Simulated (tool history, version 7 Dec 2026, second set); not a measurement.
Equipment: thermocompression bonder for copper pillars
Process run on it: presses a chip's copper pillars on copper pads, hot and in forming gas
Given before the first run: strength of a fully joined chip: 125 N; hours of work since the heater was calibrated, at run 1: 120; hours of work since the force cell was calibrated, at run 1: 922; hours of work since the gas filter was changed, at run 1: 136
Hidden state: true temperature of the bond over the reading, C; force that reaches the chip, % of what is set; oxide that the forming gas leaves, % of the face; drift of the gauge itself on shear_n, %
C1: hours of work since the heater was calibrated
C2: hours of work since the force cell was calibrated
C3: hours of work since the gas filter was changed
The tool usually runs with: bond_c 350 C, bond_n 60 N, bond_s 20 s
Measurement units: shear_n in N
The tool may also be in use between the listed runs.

Run 1, day 0: usual settings; C1 120; C2 922; C3 136. Result: shear_n 63.3 N.
At day 0.229: force cell calibrated.
Run 2, day 0.862: usual settings; C1 135; C2 11; C3 151. Result: shear_n 63.2 N.
Run 3, day 1.558: usual settings; C1 147; C2 24; C3 163. Result: shear_n 63 N.
Run 4, day 1.908: usual settings; C1 154; C2 30; C3 170. Result: shear_n 62.9 N.
Run 5, day 2.617: usual settings; C1 166; C2 43; C3 182. Result: shear_n 62.1 N.
Run 6, day 3.25: usual settings; C1 178; C2 54; C3 194. Result: shear_n 62.8 N.
Run 7, day 3.904: usual settings; C1 189; C2 66; C3 205. Result: shear_n 62.8 N.
Run 8, day 4.304: usual settings; C1 197; C2 73; C3 213. Result: shear_n 63.1 N.
Run 9, day 4.662: usual settings; C1 203; C2 80; C3 219. Result: shear_n 62.7 N.
Run 10, day 5.292: usual settings but bond_n 83 N; C1 214; C2 91; C3 230. Result: shear_n 75.3 N.
At day 6: forming gas filter changed.
Run 11, day 6.15: usual settings but bond_c 376 C, bond_n 83 N; C1 230; C2 106; C3 3. Result: shear_n 90.5 N.
Run 12, day 6.579: usual settings but bond_c 376 C, bond_n 83 N; C1 237; C2 114; C3 10. Result: shear_n 91.6 N.
Run 13, day 7.192: usual settings but bond_c 376 C, bond_n 83 N; C1 248; C2 125; C3 21. Result: shear_n 91.3 N.
Run 14, day 7.933: usual settings but bond_n 65 N; C1 262; C2 138; C3 35. Result: shear_n 65.4 N.
Run 15, day 8.575: usual settings but bond_n 65 N; C1 273; C2 150; C3 46. Result: shear_n 65.1 N.
Run 16, day 9.025: usual settings but bond_n 65 N; C1 281; C2 158; C3 54. Result: shear_n 65.3 N.
Run 17, day 9.612: usual settings but bond_n 65 N; C1 292; C2 168; C3 65. Result: shear_n 65.5 N.
Run 18, day 10.425: usual settings but bond_c 362 C, bond_s 58 s; C1 306; C2 183; C3 80. Result: shear_n 94 N.
Run 19, day 11.104: usual settings but bond_c 344 C, bond_n 45 N, bond_s 11 s; C1 319; C2 195; C3 92. Result: shear_n 38.3 N.
Run 20, day 11.546: usual settings but bond_c 365 C, bond_s 32 s; C1 326; C2 203; C3 100. Result: shear_n 82.6 N.
Run 21, day 12.088: usual settings but bond_c 377 C, bond_n 50 N; C1 336; C2 213; C3 109. Result: shear_n 72.3 N.
Run 22, day 12.783: usual settings but bond_c 344 C, bond_n 71 N, bond_s 19 s; C1 349; C2 225; C3 122. Result: shear_n 63.3 N.
Run 23, day 13.6: usual settings but bond_c 366 C, bond_n 51 N; C1 363; C2 240; C3 137. Result: shear_n 66.5 N.
Run 24, day 14.317: usual settings but bond_c 366 C, bond_n 51 N; C1 376; C2 253; C3 150. Result: shear_n 65.8 N.
Run 25, day 14.854: usual settings but bond_s 55 s; C1 386; C2 263; C3 159. Result: shear_n 84.9 N.
Run 26, day 15.433: usual settings but bond_c 341 C, bond_n 69 N, bond_s 38 s; C1 396; C2 273; C3 170. Result: shear_n 75.7 N.
Run 27, day 16.138: usual settings but bond_c 341 C, bond_n 69 N, bond_s 38 s; C1 409; C2 286; C3 182. Result: shear_n 75.3 N.
Run 28, day 16.912: usual settings but bond_c 341 C, bond_n 69 N, bond_s 38 s; C1 423; C2 300; C3 196. Result: shear_n 75.4 N.
Run 29, day 17.429: usual settings but bond_c 341 C, bond_n 49 N, bond_s 31 s; C1 432; C2 309; C3 206. Result: shear_n 58.3 N.
Run 30, day 17.942: usual settings but bond_n 47 N, bond_s 12 s; C1 442; C2 318; C3 215. Result: shear_n 43.9 N.
Run 31, day 18.375: usual settings but bond_n 47 N, bond_s 12 s; C1 449; C2 326; C3 223. Result: shear_n 43.7 N.
Run 32, day 18.95: usual settings but bond_n 47 N, bond_s 46 s; C1 460; C2 336; C3 233. Result: shear_n 71.1 N.
At day 19.55: forming gas filter changed.
Run 33, day 19.617: usual settings but bond_n 47 N, bond_s 46 s; C1 471; C2 348; C3 1. Result: shear_n 70.9 N.
Run 34, day 20.446: usual settings but bond_c 347 C, bond_n 47 N, bond_s 46 s; C1 486; C2 363; C3 16. Result: shear_n 68.7 N.

Below are 3 alternative next runs, each starting from the tool's condition after run 34. Predict each:
Run A, day 20.971: usual settings but bond_n 48 N; C1 496; C2 372; C3 25. Result: shear_n ?.
Run B, day 20.971: usual settings but bond_c 327 C, bond_s 13 s; C1 496; C2 372; C3 25. Result: shear_n ?.
Run C, day 20.971: usual settings but bond_c 347 C, bond_n 47 N, bond_s 46 s; C1 496; C2 372; C3 25. Result: shear_n ?.

run  shear_n
  A     53.6
  B     40.3
  C       69
With no hidden state in the tool, these same runs would have given:
run  shear_n
  A       55
  B     41.3
  C     70.7
